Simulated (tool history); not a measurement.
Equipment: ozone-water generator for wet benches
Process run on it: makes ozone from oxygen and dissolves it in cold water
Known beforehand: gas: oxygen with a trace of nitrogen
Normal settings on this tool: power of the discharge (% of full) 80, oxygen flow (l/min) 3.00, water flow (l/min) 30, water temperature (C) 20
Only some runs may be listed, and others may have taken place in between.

| run | hour | power of the discharge (% of full) | oxygen flow (l/min) | water flow (l/min) | water temperature (C) | dissolved ozone (ppm) | ozone in the gas ahead of the water (g/m3) |
|---|---|---|---|---|---|---|---|
| 1 | 0.0 | 80 | 3.00 | 30 | 20 | 8.7 | 160.5 |
| 2 | 54.6 | 80 | 3.00 | 30 | 20 | 8.9 | 161.9 |
| 3 | 121.4 | 80 | 3.00 | 30 | 20 | 8.9 | 161.2 |
| 4 | 187.2 | 80 | 3.00 | 30 | 20 | 8.9 | 160.8 |
| 5 | 238.9 | 80 | 3.00 | 30 | 20 | 8.7 | 160.4 |
| 6 | 326.2 | 80 | 3.00 | 30 | 20 | 8.7 | 160.5 |
|  | 360.5 | contactor cleaned |
| 7 | 388.2 | 80 | 3.00 | 30 | 20 | 8.7 | 161.7 |
| 8 | 488.6 | 80 | 3.00 | 30 | 20 | 8.8 | 160.4 |
| 9 | 578.3 | 80 | 3.00 | 24 | 20 | 11.1 | 161.1 |
| 10 | 656.5 | 80 | 3.00 | 30 | 20 | 8.9 | 162.4 |
| 11 | 714.5 | 51 | 3.00 | 30 | 20 | 6.7 | 120.0 |
| 12 | 812.9 | 51 | 3.00 | 30 | 20 | 6.7 | 120.4 |
| 13 | 905.0 | 51 | 3.00 | 30 | 20 | 6.5 | 121.3 |
| 14 | 982.1 | 51 | 3.00 | 30 | 20 | 6.7 | 120.1 |
| 15 | 1073.9 | 51 | 3.00 | 30 | 28 | 6.3 | 120.7 |
| 16 | 1138.0 | 51 | 3.00 | 30 | 28 | 6.4 | 121.9 |
| 17 | 1249.5 | 95 | 1.96 | 30 | 16 | 9.6 | 242.5 |
| 18 | 1320.4 | 95 | 2.60 | 33 | 24 | 8.5 | 197.4 |
| 19 | 1413.6 | 95 | 2.60 | 33 | 24 | 8.5 | 198.5 |
| 20 | 1493.7 | 80 | 1.55 | 32 | 20 | 7.5 | 253.4 |
| 21 | 1566.8 | 80 | 1.55 | 32 | 20 | 7.7 | 253.5 |
| 22 | 1633.6 | 94 | 1.55 | 32 | 28 | 8.3 | 278.0 |
| 23 | 1718.4 | 86 | 3.45 | 30 | 14 | 9.6 | 153.7 |
| 24 | 1806.7 | 80 | 2.67 | 30 | 20 | 8.7 | 175.6 |
| 25 | 1858.8 | 80 | 5.00 | 24 | 20 | 10.8 | 111.7 |
| 26 | 1950.1 | 80 | 5.00 | 24 | 20 | 10.9 | 112.2 |
| 27 | 2027.5 | 80 | 5.00 | 24 | 20 | 10.9 | 112.1 |
| 28 | 2105.8 | 61 | 3.02 | 30 | 20 | 7.3 | 135.2 |
| 29 | 2185.0 | 80 | 3.31 | 30 | 20 | 8.9 | 150.5 |
| 30 | 2273.3 | 80 | 3.00 | 34 | 15 | 8.0 | 161.0 |
|  | 2309.2 | contactor cleaned |
| 31 | 2353.4 | 80 | 2.00 | 34 | 24 | 7.3 | 212.0 |
| 32 | 2434.9 | 98 | 2.00 | 31 | 24 | 8.9 | 240.7 |

Here are 3 independent what-if runs from the current tool condition. What would each one return?
|  | 2457.4 | water thermometer calibrated |
| A | 2540.3 | 77 | 2.00 | 31 | 15 | ? | ? |
|  | 2457.4 | water thermometer calibrated |
| B | 2540.3 | 98 | 4.23 | 35 | 24 | ? | ? |
|  | 2457.4 | water thermometer calibrated |
| C | 2540.3 | 44 | 4.71 | 31 | 25 | ? | ? |

| run | dissolved ozone (ppm) | ozone in the gas ahead of the water (g/m3) |
|---|---|---|
| A | 8.2 | 203.7 |
| B | 8.3 | 144.1 |
| C | 5.6 | 81.2 |
Take away the tool's hidden state, keep each run's random variation, and the runs would have read:
| run | dissolved ozone (ppm) | ozone in the gas ahead of the water (g/m3) |
|---|---|---|
| A | 8.2 | 204.1 |
| B | 8.3 | 144.4 |
| C | 5.6 | 81.3 |
